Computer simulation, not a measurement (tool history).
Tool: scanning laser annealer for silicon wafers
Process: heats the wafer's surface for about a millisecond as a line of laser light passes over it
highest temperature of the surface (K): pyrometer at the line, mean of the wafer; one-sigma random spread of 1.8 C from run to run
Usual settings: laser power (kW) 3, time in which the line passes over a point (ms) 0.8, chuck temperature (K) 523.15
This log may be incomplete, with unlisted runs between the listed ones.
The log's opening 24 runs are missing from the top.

run	hour	laser power (kW)	time in which the line passes over a point (ms)	chuck temperature (K)	hours of work since the window was cleaned	hours of work since the power meter was calibrated	hours of work since the optics were aligned	highest temperature of the surface (K)
25	249.8	3.167	0.602	523.15	279	192	426	1259.15
26	259.8	3.042	0.677	534.15	284	197	432	1276.15
27	271.5	2.703	0.978	527.15	290	203	437	1298.15
28	284.1	2.676	0.858	523.15	297	210	444	1235.15
29	292.9	3.1	0.585	488.15	301	214	448	1194.15
30	303.3	3.105	0.785	553.15	306	219	453	1375.15
31	315	3.105	0.785	553.15	312	225	459	1374.15
32	322.4	2.682	0.625	497.15	316	229	463	1101.15
33	332.4	3.079	0.65	549.15	321	234	468	1286.15
34	341.4	3.038	0.737	548.15	325	238	472	1324.15
35	352.4	2.574	0.636	549.15	331	244	478	1131.15
36	362.7	2.736	0.634	549.15	336	249	483	1180.15
37	375.4	3.062	0.845	518.15	343	255	490	1354.15

Each row is a separate what-if for the run after 37, all from the same tool condition, not one after another. Results?
A	386.2	3.062	0.845	520.15	348	261	495	?
B	386.2	2.975	0.878	560.15	348	261	495	?
C	386.2	2.977	0.8	523.15	348	261	495	?

run	highest temperature of the surface (K)
A	1358.15
B	1382.15
C	1305.15
With no hidden state in the tool, these same runs would have given:
run	highest temperature of the surface (K)
A	1358.15
B	1383.15
C	1305.15
